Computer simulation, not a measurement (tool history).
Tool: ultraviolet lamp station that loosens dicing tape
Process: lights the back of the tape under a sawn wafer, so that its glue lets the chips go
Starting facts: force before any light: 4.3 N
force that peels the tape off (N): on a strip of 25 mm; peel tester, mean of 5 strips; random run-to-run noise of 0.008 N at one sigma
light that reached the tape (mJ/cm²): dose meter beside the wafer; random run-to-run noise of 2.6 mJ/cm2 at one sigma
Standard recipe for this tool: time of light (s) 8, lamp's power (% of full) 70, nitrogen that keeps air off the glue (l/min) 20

run	day	time of light (s)	lamp's power (% of full)	nitrogen that keeps air off the glue (l/min)	force that peels the tape off (N)	light that reached the tape (mJ/cm²)
1	0.000	8	70	20	0.348	315
2	1.754	8	70	20	0.341	314
3	6.054	8	70	20	0.362	305
4	10.088	8	70	20	0.369	299
5	13.017	8	65	20	0.449	268
6	16.375	13	70	20	0.164	464
7	20.588	13	70	20	0.155	451
8	24.692	13	70	20	0.147	458
9	27.858	8	70	20	0.418	279
10	31.779	8	70	20	0.443	274
11	35.279	8	70	20	0.452	272
12	37.408	8	70	20	0.486	264
13	40.188	8	70	20	0.489	260
14	43.825	8	70	20	0.487	255
15	47.092	8	70	20	0.518	251
16	50.204	8	70	20	0.534	246
17	53.771	8	70	20	0.483	255
18	55.671	8	70	20	0.510	249
19	58.508	8	70	20	0.536	247
20	61.279	8	70	8	0.960	246
21	64.112	8	70	8	0.969	243
22	68.358	8	70	8	1.012	235
23	71.396	7	70	15	0.875	200
24	75.275	9	83	18	0.369	301
25	78.275	9	83	18	0.402	299
26	82.438	9	83	18	0.375	306
27	86.512	6	75	22	0.832	179
28	90.450	12	86	7	0.438	405
29	94.133	12	86	7	0.480	394
30	97.804	15	72	9	0.374	405
31	101.346	10	78	24	0.360	284
32	105.042	6	93	11	1.098	201
33	109.358	6	93	11	1.034	201
34	112.054	6	93	11	1.071	196
35	116.375	5	65	18	0.958	180
36	118.521	8	70	23	0.311	305
37	120.904	8	70	23	0.340	301
38	123.383	15	69	11	0.165	555
39	125.788	15	69	11	0.167	549
40	129.429	8	97	29	0.164	401
41	133.367	12	61	13	0.337	370
42	137.342	12	61	13	0.307	380
43	140.054	7	83	19	0.382	301

Not shown: 6 entries that the log had between the listed runs. Between which runs, and how does the tool's hidden state differ before and after?
Run 7 -> run 8: window cleaned of glue's vapour (day 22.442)
  lamp's light, % of a new lamp's: 91.7 -> 90.4; light that the window lets through, % of a clean one's: 94.5 -> 98.1
  difference, measured minus the result without the unlogged condition, force that peels the tape off (N): +0.030 -> +0.023; light that reached the tape (mJ/cm²): -69 -> -59
Run 16 -> run 17: window cleaned of glue's vapour (day 50.471)
  lamp's light, % of a new lamp's: 82 -> 80.9; light that the window lets through, % of a clean one's: 92.9 -> 98.6
  difference, measured minus the result without the unlogged condition, force that peels the tape off (N): +0.220 -> +0.172; light that reached the tape (mJ/cm²): -77 -> -65
Run 25 -> run 26: window cleaned of glue's vapour (day 78.562)
  lamp's light, % of a new lamp's: 73.2 -> 72; light that the window lets through, % of a clean one's: 93.7 -> 99.3
  difference, measured minus the result without the unlogged condition, force that peels the tape off (N): +0.210 -> +0.185; light that reached the tape (mJ/cm²): -136 -> -123
Run 32 -> run 33: window cleaned of glue's vapour (day 106.783)
  lamp's light, % of a new lamp's: 64.9 -> 63.5; light that the window lets through, % of a clean one's: 94.7 -> 99.1
  difference, measured minus the result without the unlogged condition, force that peels the tape off (N): +0.603 -> +0.549; light that reached the tape (mJ/cm²): -124 -> -119
Run 34 -> run 35: lamp changed (day 113.012)
  lamp's light, % of a new lamp's: 62.7 -> 98.4; light that the window lets through, % of a clean one's: 98.6 -> 97.8
  difference, measured minus the result without the unlogged condition, force that peels the tape off (N): +0.588 -> +0.052; light that reached the tape (mJ/cm²): -123 -> -7
Run 41 -> run 42: window cleaned of glue's vapour (day 134.921)
  lamp's light, % of a new lamp's: 93.2 -> 91.9; light that the window lets through, % of a clean one's: 94.4 -> 98.8
  difference, measured minus the result without the unlogged condition, force that peels the tape off (N): +0.077 -> +0.054; light that reached the tape (mJ/cm²): -51 -> -38

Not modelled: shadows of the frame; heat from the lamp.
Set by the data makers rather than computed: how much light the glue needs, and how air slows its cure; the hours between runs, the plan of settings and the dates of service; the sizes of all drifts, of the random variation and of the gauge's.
